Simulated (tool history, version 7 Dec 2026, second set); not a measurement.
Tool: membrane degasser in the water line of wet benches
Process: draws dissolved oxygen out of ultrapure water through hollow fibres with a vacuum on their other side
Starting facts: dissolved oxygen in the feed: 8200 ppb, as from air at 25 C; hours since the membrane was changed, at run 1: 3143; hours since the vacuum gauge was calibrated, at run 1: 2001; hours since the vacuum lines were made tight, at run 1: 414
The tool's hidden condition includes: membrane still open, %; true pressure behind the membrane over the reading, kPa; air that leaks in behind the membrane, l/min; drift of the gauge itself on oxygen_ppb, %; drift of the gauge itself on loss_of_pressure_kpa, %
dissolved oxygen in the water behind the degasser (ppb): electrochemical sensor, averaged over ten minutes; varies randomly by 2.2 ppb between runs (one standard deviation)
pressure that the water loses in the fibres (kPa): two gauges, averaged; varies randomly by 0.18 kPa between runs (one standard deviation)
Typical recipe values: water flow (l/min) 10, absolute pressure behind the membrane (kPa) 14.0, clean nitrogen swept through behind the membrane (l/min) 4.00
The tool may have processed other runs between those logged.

| run | hour | water flow (l/min) | absolute pressure behind the membrane (kPa) | clean nitrogen swept through behind the membrane (l/min) | hours since the membrane was changed | hours since the vacuum gauge was calibrated | hours since the vacuum lines were made tight | dissolved oxygen in the water behind the degasser (ppb) | pressure that the water loses in the fibres (kPa) |
|---|---|---|---|---|---|---|---|---|---|
| 1 | 0.0 | 10 | 14.0 | 4.00 | 3143 | 2001 | 414 | 223.6 | 35.06 |
| 2 | 38.3 | 10 | 14.0 | 4.00 | 3181 | 2039 | 452 | 219.8 | 35.29 |
| 3 | 118.7 | 10 | 14.0 | 4.00 | 3262 | 2119 | 532 | 220.2 | 35.30 |
| 4 | 192.2 | 10 | 14.0 | 4.00 | 3335 | 2193 | 606 | 219.4 | 35.06 |
| 5 | 252.0 | 10 | 14.0 | 4.00 | 3395 | 2253 | 666 | 223.3 | 35.28 |
| 6 | 306.0 | 10 | 14.0 | 4.00 | 3449 | 2306 | 720 | 222.2 | 35.19 |
| 7 | 391.7 | 10 | 14.0 | 4.00 | 3535 | 2392 | 805 | 221.3 | 35.21 |
| 8 | 474.4 | 10 | 14.0 | 4.00 | 3617 | 2475 | 888 | 221.0 | 35.21 |
| 9 | 544.6 | 10 | 14.0 | 4.00 | 3688 | 2545 | 958 | 218.7 | 35.09 |
| 10 | 613.6 | 10 | 14.0 | 4.00 | 3757 | 2614 | 1027 | 221.4 | 35.09 |
| 11 | 673.2 | 10 | 14.0 | 4.00 | 3816 | 2674 | 1087 | 222.4 | 35.27 |
| 12 | 709.3 | 10 | 14.0 | 4.00 | 3852 | 2710 | 1123 | 220.2 | 34.76 |
| 13 | 773.7 | 10 | 14.0 | 2.09 | 3917 | 2774 | 1187 | 275.2 | 35.06 |
| 14 | 841.0 | 10 | 14.0 | 4.00 | 3984 | 2841 | 1255 | 221.2 | 35.21 |
| 15 | 915.8 | 10 | 14.0 | 4.00 | 4059 | 2916 | 1329 | 220.2 | 35.39 |
| 16 | 990.7 | 10 | 14.0 | 4.00 | 4134 | 2991 | 1404 | 221.9 | 35.18 |
| 17 | 1067.1 | 10 | 14.0 | 4.00 | 4210 | 3068 | 1481 | 223.1 | 34.98 |
| 18 | 1147.0 | 14 | 10.9 | 4.41 | 4290 | 3148 | 1561 | 320.0 | 49.08 |
| 19 | 1193.2 | 13 | 14.0 | 10.64 | 4336 | 3194 | 1607 | 266.1 | 45.85 |
| 20 | 1251.8 | 10 | 17.1 | 4.00 | 4395 | 3252 | 1665 | 239.1 | 35.18 |
| 21 | 1298.3 | 10 | 17.1 | 4.00 | 4441 | 3299 | 1712 | 242.4 | 35.15 |
| 22 | 1383.8 | 8 | 28.9 | 4.00 | 4527 | 3384 | 1797 | 227.7 | 28.20 |
|  | 1404.7 | vacuum gauge calibrated |
| 23 | 1426.7 | 8 | 8.8 | 4.00 | 4569 | 22 | 1840 | 130.3 | 28.15 |
| 24 | 1469.3 | 8 | 8.8 | 4.00 | 4612 | 65 | 1882 | 131.5 | 28.09 |
| 25 | 1504.8 | 8 | 8.8 | 4.00 | 4647 | 100 | 1918 | 130.0 | 27.97 |
| 26 | 1561.9 | 8 | 8.8 | 4.00 | 4704 | 157 | 1975 | 132.5 | 28.22 |
| 27 | 1598.7 | 10 | 18.7 | 4.00 | 4741 | 194 | 2012 | 243.6 | 35.21 |
| 28 | 1659.7 | 11 | 16.0 | 3.47 | 4802 | 255 | 2073 | 274.6 | 38.48 |
| 29 | 1717.4 | 11 | 11.7 | 3.47 | 4860 | 313 | 2130 | 246.6 | 38.71 |
| 30 | 1764.0 | 8 | 17.7 | 3.97 | 4907 | 359 | 2177 | 174.9 | 28.20 |
| 31 | 1845.5 | 9 | 14.8 | 4.00 | 4988 | 441 | 2259 | 194.3 | 31.79 |
| 32 | 1886.5 | 9 | 14.8 | 4.00 | 5029 | 482 | 2300 | 191.6 | 31.42 |

How the hidden state differs across the entries between the runs, from the last listed run before each to the first after it:
In the gap between runs 22 and 23: vacuum gauge calibrated (hour 1404.7)
  both runs share identical hidden conditions

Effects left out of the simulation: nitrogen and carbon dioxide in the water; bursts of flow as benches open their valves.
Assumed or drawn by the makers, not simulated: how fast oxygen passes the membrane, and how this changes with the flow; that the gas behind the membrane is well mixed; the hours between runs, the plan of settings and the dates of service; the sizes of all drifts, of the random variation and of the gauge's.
